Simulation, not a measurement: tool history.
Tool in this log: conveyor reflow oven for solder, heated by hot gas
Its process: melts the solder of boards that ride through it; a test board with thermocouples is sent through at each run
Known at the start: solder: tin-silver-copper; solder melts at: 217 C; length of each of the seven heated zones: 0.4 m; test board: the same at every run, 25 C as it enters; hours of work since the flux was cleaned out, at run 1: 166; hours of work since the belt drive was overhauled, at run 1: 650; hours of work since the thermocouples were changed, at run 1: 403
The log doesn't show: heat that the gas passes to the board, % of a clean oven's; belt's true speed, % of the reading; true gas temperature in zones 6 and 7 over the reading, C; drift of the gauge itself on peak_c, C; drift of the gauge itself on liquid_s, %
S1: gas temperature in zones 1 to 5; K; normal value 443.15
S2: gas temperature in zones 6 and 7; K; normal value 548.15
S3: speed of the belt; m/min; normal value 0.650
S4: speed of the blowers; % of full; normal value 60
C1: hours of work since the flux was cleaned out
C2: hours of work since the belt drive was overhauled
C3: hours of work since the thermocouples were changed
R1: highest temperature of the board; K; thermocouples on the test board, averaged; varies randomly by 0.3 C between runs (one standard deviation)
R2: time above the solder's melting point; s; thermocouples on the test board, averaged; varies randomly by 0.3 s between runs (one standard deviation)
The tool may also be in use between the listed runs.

run   hour      S1      S2     S3  S4   C1    C2   C3      R1    R2
  1    0.0  443.15  548.15  0.650  60  166   650  403  523.05  50.5
  2   20.8  443.15  548.15  0.650  60  181   665  418  523.15  50.1
  3   45.4  443.15  548.15  0.650  60  199   682  436  522.85  49.8
  4   67.9  447.15  548.15  0.650  60  215   698  452  523.65  51.6
  5  103.2  443.15  548.15  0.650  85  240   723  477  527.65  55.0
  6  121.6  443.15  545.15  0.650  60  253   737  490  519.75  47.1
     128.8  -- flux residue cleaned out of gas plates and filters
  7  163.6  443.15  548.15  0.650  60   25   763  517  520.75  48.5
  8  191.0  432.15  548.15  0.650  60   45   783  536  517.85  42.7
  9  228.9  432.15  548.15  0.650  60   72   810  563  518.05  42.2
     239.5  -- flux residue cleaned out of gas plates and filters, once more
 10  257.6  432.15  548.15  0.650  60   13   827  580  522.15  47.2
 11  295.6  432.15  548.15  0.650  60   40   854  608  522.05  46.8
 12  312.3  432.15  548.15  0.650  60   52   866  620  521.25  47.0
 13  340.6  432.15  548.15  0.650  60   72   886  640  522.25  46.0
 14  360.0  432.15  548.15  0.650  60   86   900  654  521.65  46.4
 15  387.3  443.15  548.15  0.650  67  106   920  673  526.15  53.4
 16  425.8  443.15  548.15  0.650  67  133   947  701  525.85  53.3
 17  452.0  435.15  544.15  0.700  60  152   966  719  515.15  37.5
 18  483.7  452.15  548.15  0.650  87  175   988  742  531.35  60.5
 19  506.1  452.15  548.15  0.650  87  191  1004  758  530.85  59.8
 20  522.8  453.15  548.15  0.650  87  203  1016  770  530.85  60.7
     550.0  -- thermocouples of zones 6 and 7 changed
 21  562.5  443.15  538.15  0.650  55  230  1043    9  512.55  40.8
 22  595.0  445.15  552.15  0.723  76  253  1067   32  525.05  46.5
     603.6  -- flux residue cleaned out of gas plates and filters
 23  638.4  451.15  541.15  0.745  76   25  1094   60  519.35  44.2
 24  654.4  451.15  541.15  0.745  76   36  1106   71  518.65  43.7
 25  691.1  443.15  545.15  0.650  73   63  1132   97  524.65  53.3
 26  712.8  443.15  545.15  0.650  73   78  1147  113  524.75  52.7
 27  745.4  443.15  548.15  0.738  59  101  1171  136  517.25  39.4
 28  764.4  452.15  548.15  0.694  58  115  1184  150  522.55  48.8
 29  785.2  452.15  548.15  0.694  58  130  1199  165  522.65  48.7
 30  814.7  452.15  536.15  0.694  74  151  1220  186  516.25  45.4
 31  836.2  452.15  536.15  0.762  56  166  1236  201  508.35  30.8
 32  874.1  443.15  561.15  0.650  90  193  1263  228  539.95  62.1

Predict each of these 3 candidate next runs independently; none follows another, all start after run 32:
  A  899.1  443.15  561.15  0.650  55  211  1281  246   ?   ?
  B  899.1  443.15  547.15  0.650  90  211  1281  246   ?   ?
  C  899.1  443.15  561.15  0.754  56  211  1281  246   ?   ?

run      R1    R2
  A  531.95  56.0
  B  527.65  54.7
  C  522.95  42.5
With the hidden condition removed and each run's random variation left untouched, the same runs would have given:
run      R1    R2
  A  533.85  57.0
  B  529.65  56.0
  C  525.35  44.0
